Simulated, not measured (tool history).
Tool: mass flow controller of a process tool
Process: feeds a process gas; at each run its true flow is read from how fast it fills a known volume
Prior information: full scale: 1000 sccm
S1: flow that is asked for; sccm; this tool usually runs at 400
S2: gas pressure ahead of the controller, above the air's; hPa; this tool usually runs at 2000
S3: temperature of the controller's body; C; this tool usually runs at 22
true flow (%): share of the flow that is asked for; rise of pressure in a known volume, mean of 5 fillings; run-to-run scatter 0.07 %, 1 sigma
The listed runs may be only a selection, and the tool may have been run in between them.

run 1 hour=0.0 | S1=400 S2=2000 S3=22 | true_flow_(%)=98.18
run 2 hour=69.2 | S1=184 S2=2000 S3=22 | true_flow_(%)=97.80
run 3 hour=165.6 | S1=717 S2=2000 S3=22 | true_flow_(%)=98.84
run 4 hour=278.3 | S1=180 S2=2000 S3=22 | true_flow_(%)=97.45
run 5 hour=348.3 | S1=400 S2=2000 S3=22 | true_flow_(%)=97.87
run 6 hour=421.8 | S1=400 S2=2000 S3=22 | true_flow_(%)=97.86
run 7 hour=521.1 | S1=164 S2=2190 S3=22 | true_flow_(%)=96.99
run 8 hour=618.3 | S1=189 S2=1530 S3=36 | true_flow_(%)=99.00
run 9 hour=733.8 | S1=417 S2=2000 S3=21 | true_flow_(%)=97.49
run 10 hour=802.5 | S1=443 S2=1750 S3=22 | true_flow_(%)=97.63
run 11 hour=896.5 | S1=250 S2=2630 S3=24 | true_flow_(%)=96.98

Below are 5 alternative next runs, each starting from the tool's condition after run 11. Predict each:
run A hour=1011.2 | S1=400 S2=2740 S3=22 | true_flow_(%)=?
run B hour=1011.2 | S1=102 S2=2000 S3=22 | true_flow_(%)=?
run C hour=1011.2 | S1=250 S2=2630 S3=29 | true_flow_(%)=?
run D hour=1011.2 | S1=400 S2=1690 S3=25 | true_flow_(%)=?
run E hour=1011.2 | S1=695 S2=2300 S3=28 | true_flow_(%)=?

run=A true_flow_(%)=96.97
run=B true_flow_(%)=96.63
run=C true_flow_(%)=97.25
run=D true_flow_(%)=97.60
run=E true_flow_(%)=98.52
Take away the tool's hidden state, keep each run's random variation, and the runs would have read:
run=A true_flow_(%)=97.94
run=B true_flow_(%)=97.60
run=C true_flow_(%)=98.23
run=D true_flow_(%)=98.58
run=E true_flow_(%)=99.52
